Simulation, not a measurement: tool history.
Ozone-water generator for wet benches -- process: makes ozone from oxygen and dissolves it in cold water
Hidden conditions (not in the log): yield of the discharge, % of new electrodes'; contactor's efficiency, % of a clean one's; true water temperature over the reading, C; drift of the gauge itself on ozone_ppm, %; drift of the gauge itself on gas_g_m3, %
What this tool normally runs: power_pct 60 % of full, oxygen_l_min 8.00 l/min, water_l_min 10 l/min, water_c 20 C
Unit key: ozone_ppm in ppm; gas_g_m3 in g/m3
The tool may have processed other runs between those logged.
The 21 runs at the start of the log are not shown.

run,hour,power_pct,oxygen_l_min,water_l_min,water_c,hours of work since the electrodes were changed,hours of work since the contactor was cleaned,hours of work since the thermometer was calibrated,ozone_ppm,gas_g_m3
22,899.4,56,6.25,10,20,945,5131,4973,24.6,159.4
23,934.3,56,6.25,10,20,969,5155,4998,24.6,159.9
24,987.4,60,12.19,10,18,1006,5191,5034,21.4,109.7
25,1026.7,60,12.19,10,18,1033,5219,5061,21.5,111.0
26,1052.0,60,12.19,10,18,1051,5236,5079,21.5,110.8
27,1085.0,60,12.19,10,18,1073,5259,5102,21.2,110.4
28,1117.0,40,4.92,9,16,1096,5281,5124,23.5,145.1
29,1168.4,40,4.92,9,16,1131,5316,5159,23.9,147.4
30,1205.8,60,13.41,10,16,1157,5342,5185,21.2,105.4
31,1255.5,79,13.41,10,16,1191,5377,5219,25.9,125.8
32,1309.0,79,13.41,10,16,1228,5414,5256,25.7,126.5

Consider 4 possible next runs. They are alternatives, not a sequence: every one starts from the tool as it was left by run 32. What does each give?
A,1332.1,79,8.06,10,17,1244,5430,5272,?,?
B,1332.1,79,6.32,15,16,1244,5430,5272,?,?
C,1332.1,83,7.28,10,20,1244,5430,5272,?,?
D,1332.1,41,13.41,10,16,1244,5430,5272,?,?

run,ozone_ppm,gas_g_m3
A,30.4,172.3
B,26.8,198.2
C,30.5,188.7
D,16.2,79.9
Stripped of hidden state, with their random variation kept, the same runs would have yielded:
run,ozone_ppm,gas_g_m3
A,32.0,176.5
B,28.3,203.1
C,32.2,193.5
D,16.9,81.0
